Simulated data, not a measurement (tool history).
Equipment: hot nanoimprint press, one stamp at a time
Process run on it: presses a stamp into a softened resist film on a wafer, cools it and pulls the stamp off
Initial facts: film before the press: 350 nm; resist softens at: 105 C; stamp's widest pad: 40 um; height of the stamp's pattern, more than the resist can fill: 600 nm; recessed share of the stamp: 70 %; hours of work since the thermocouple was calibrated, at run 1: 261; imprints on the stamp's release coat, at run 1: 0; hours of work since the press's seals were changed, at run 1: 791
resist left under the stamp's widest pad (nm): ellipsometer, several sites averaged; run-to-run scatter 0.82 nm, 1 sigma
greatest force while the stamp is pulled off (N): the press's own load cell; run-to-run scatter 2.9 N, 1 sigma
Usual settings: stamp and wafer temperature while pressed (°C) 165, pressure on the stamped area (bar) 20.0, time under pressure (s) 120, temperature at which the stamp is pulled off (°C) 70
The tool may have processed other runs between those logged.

run,hour,stamp and wafer temperature while pressed (°C),pressure on the stamped area (bar),time under pressure (s),temperature at which the stamp is pulled off (°C),hours of work since the thermocouple was calibrated,imprints on the stamp's release coat,hours of work since the press's seals were changed,resist left under the stamp's widest pad (nm),greatest force while the stamp is pulled off (N)
1,0.0,165,20.0,120,70,261,0,791,162.6,162
2,74.2,165,20.0,120,55,300,282,830,162.4,208
3,124.3,165,20.0,120,55,327,472,856,162.9,220
4,161.4,165,20.0,120,55,346,613,876,162.8,236
# hour 190.4: press's hydraulic seals changed and the load cell set to zero
# hour 222.0: stamp cleaned and given a new release coat
5,242.7,165,20.0,120,55,382,79,24,159.2,198
6,299.5,165,20.0,120,63,412,295,55,161.9,197
7,374.9,165,20.0,120,70,452,582,94,161.8,197
# hour 430.5: stamp cleaned and given a new release coat
8,469.6,174,20.0,120,70,499,148,141,107.1,170
9,512.6,165,20.0,67,70,521,312,164,198.7,181
10,557.3,165,20.0,67,70,545,482,188,198.9,191
# hour 611.0: plate thermocouple calibrated
11,611.0,164,23.4,202,62,0,675,214,140.7,220
# hour 641.0: stamp cleaned and given a new release coat
12,703.6,165,20.0,120,70,46,238,260,176.3,178
13,790.8,165,17.9,232,70,92,570,306,148.3,195
14,829.3,157,20.0,120,70,112,716,327,253.8,209
# hour 849.6: stamp cleaned and given a new release coat
15,907.2,157,20.0,120,70,150,220,365,253.0,184
16,985.7,164,20.0,130,70,192,518,406,183.1,195
# hour 995.6: plate thermocouple calibrated, once more
17,1036.7,172,20.0,188,57,22,701,431,92.1,235
# hour 1060.4: stamp cleaned and given a new release coat
18,1096.0,167,17.2,177,70,50,135,460,132.4,164
19,1159.8,167,23.7,151,70,84,378,493,118.3,179
20,1200.1,172,20.0,186,63,105,531,515,94.6,206

Here are 5 independent what-if runs from the current tool condition. What would each one return?
# hour 1273.9: stamp cleaned and given a new release coat
A,1274.0,160,20.0,77,70,141,0,551,?,?
# hour 1273.9: stamp cleaned and given a new release coat
B,1274.0,172,20.0,137,73,141,0,551,?,?
# hour 1273.9: stamp cleaned and given a new release coat
C,1274.0,172,13.7,236,63,141,0,551,?,?
# hour 1273.9: stamp cleaned and given a new release coat
D,1274.0,172,19.9,79,57,141,0,551,?,?
# hour 1273.9: stamp cleaned and given a new release coat
E,1274.0,165,20.0,120,71,141,0,551,?,?

run,resist left under the stamp's widest pad (nm),greatest force while the stamp is pulled off (N)
A,225.5,157
B,106.0,146
C,105.8,173
D,130.7,183
E,156.5,155
With the hidden condition removed and each run's random variation left untouched, the same runs would have given:
run,resist left under the stamp's widest pad (nm),greatest force while the stamp is pulled off (N)
A,219.7,156
B,102.5,145
C,102.9,173
D,126.6,182
E,151.5,155
